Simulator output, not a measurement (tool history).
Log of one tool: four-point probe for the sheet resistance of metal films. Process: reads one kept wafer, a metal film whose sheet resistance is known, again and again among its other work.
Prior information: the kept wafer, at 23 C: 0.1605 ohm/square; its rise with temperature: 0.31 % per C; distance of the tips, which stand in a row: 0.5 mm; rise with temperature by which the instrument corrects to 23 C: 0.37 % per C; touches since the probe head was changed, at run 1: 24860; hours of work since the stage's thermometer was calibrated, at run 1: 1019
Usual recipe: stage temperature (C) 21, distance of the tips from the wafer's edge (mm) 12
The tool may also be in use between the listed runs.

run    hour  stage temperature (C)  distance of the tips from the wafer's edge (mm)  touches since the probe head was changed  hours of work since the stage's thermometer was calibrated  sheet resistance as the instrument gives it (ohm/square)
  1     0.0                     21                                               12                                     24860                                                        1019                                                  0.162189
  2    37.6                     21                                               12                                     25731                                                        1035                                                  0.162160
  3   113.0                     21                                               12                                     27476                                                        1067                                                  0.162178
  4   188.1                     21                                               21                                     29216                                                        1100                                                  0.162160
  5   246.3                     31                                               12                                     30565                                                        1125                                                  0.161167
  6   286.2                     31                                               12                                     31489                                                        1142                                                  0.161181
  7   370.8                     31                                               12                                     33448                                                        1179                                                  0.161144
  8   436.1                     21                                               12                                     34962                                                        1207                                                  0.162272
  9   488.4                     21                                               44                                     36171                                                        1230                                                  0.162141
 10   569.3                     21                                               12                                     38045                                                        1265                                                  0.162350
 11   611.6                     21                                               12                                     39026                                                        1283                                                  0.162332
 12   672.1                     33                                               12                                     40427                                                        1309                                                  0.161021
 13   712.0                     33                                               12                                     41352                                                        1326                                                  0.161007
      758.7  -- stage's thermometer calibrated
 14   788.4                     26                                               12                                     43108                                                          13                                                  0.161806
 15   870.6                     31                                               12                                     45012                                                          48                                                  0.161265
 16   913.5                     25                                               11                                     46005                                                          67                                                  0.161944
 17  1000.8                     25                                               11                                     48027                                                         105                                                  0.162008
 18  1079.8                     25                                               11                                     49857                                                         139                                                  0.161981
     1103.3  -- stage's thermometer calibrated, once more
 19  1152.0                     21                                                7                                     51517                                                          21                                                  0.162784
 20  1209.5                     21                                                7                                     52849                                                          46                                                  0.162769
 21  1274.0                     32                                               24                                     54344                                                          74                                                  0.161195
 22  1313.3                     19                                               15                                     55254                                                          91                                                  0.162650
 23  1351.5                     19                                                9                                     56140                                                         107                                                  0.162855
 24  1408.8                     21                                               59                                     57467                                                         132                                                  0.162395
 25  1475.2                     23                                                8                                     59003                                                         161                                                  0.162478
 26  1518.6                     23                                               54                                     60010                                                         179                                                  0.162107
 27  1587.4                     33                                               19                                     61603                                                         209                                                  0.161176
 28  1671.7                     31                                                4                                     63554                                                         246                                                  0.162725

Entry by entry between the runs, the difference in hidden state between the last listed run before and the first listed run after:
Logged between run 13 and run 14: stage's thermometer calibrated (hour 758.7)
  inner tips' distance over the nominal, %: 0.861 -> 0.87; tips' flats over new ones', %: 24 -> 25; wafer's true temperature over the reading, C: -0.08 -> -0.13
  measured result minus the result with no hidden state, sheet resistance as the instrument gives it (ohm/square): +0.001450 -> +0.001449
Logged between run 18 and run 19: stage's thermometer calibrated, once more (hour 1103.3)
  inner tips' distance over the nominal, %: 0.909 -> 0.918; tips' flats over new ones', %: 29 -> 30; wafer's true temperature over the reading, C: -0.14 -> 0.01
  measured result minus the result with no hidden state, sheet resistance as the instrument gives it (ohm/square): +0.001509 -> +0.001606
